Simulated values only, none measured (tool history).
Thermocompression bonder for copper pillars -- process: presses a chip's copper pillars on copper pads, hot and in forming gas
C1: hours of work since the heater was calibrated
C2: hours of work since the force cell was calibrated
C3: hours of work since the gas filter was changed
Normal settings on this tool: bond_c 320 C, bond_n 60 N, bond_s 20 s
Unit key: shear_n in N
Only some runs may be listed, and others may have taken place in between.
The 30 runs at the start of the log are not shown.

Run 31, day 12.504: usual settings but bond_c 292 C, bond_n 53 N, bond_s 13 s; C1 203; C2 303; C3 9. Result: shear_n 20.6 N.
Run 32, day 12.854: usual settings but bond_c 348 C, bond_n 43 N; C1 210; C2 309; C3 16. Result: shear_n 40.9 N.
Run 33, day 13.254: usual settings but bond_c 348 C, bond_n 89 N; C1 217; C2 317; C3 23. Result: shear_n 67.9 N.
Run 34, day 13.792: usual settings but bond_c 299 C, bond_s 42 s; C1 228; C2 327; C3 34. Result: shear_n 41.2 N.
Run 35, day 14.296: usual settings but bond_c 350 C, bond_s 22 s; C1 237; C2 337; C3 43. Result: shear_n 55.5 N.
Run 36, day 14.625: usual settings but bond_c 345 C, bond_n 36 N; C1 244; C2 343; C3 49. Result: shear_n 34.0 N.
Run 37, day 15.217: usual settings but bond_c 338 C, bond_n 63 N; C1 255; C2 354; C3 61. Result: shear_n 49.5 N.
Run 38, day 15.525: usual settings but bond_n 49 N, bond_s 49 s; C1 261; C2 360; C3 67. Result: shear_n 46.9 N.
Run 39, day 15.962: usual settings but bond_c 334 C, bond_n 86 N, bond_s 43 s; C1 269; C2 369; C3 75. Result: shear_n 72.3 N.

What if the next run were any one of these 3? Each begins from the tool's condition after run 39:
At day 16.133: gauge calibrated.
Run A, day 16.446: usual settings but bond_c 311 C, bond_n 45 N, bond_s 49 s; C1 279; C2 378; C3 84. Result: shear_n ?.
At day 16.133: gauge calibrated.
Run B, day 16.446: usual settings but bond_c 334 C, bond_n 37 N, bond_s 19 s; C1 279; C2 378; C3 84. Result: shear_n ?.
At day 16.133: gauge calibrated.
Run C, day 16.446: usual settings but bond_c 318 C, bond_n 86 N, bond_s 44 s; C1 279; C2 378; C3 84. Result: shear_n ?.

run  shear_n
  A     39.9
  B     30.4
  C     65.3
Without the tool's hidden state the same runs would have given:
run  shear_n
  A     39.9
  B     30.4
  C     65.4

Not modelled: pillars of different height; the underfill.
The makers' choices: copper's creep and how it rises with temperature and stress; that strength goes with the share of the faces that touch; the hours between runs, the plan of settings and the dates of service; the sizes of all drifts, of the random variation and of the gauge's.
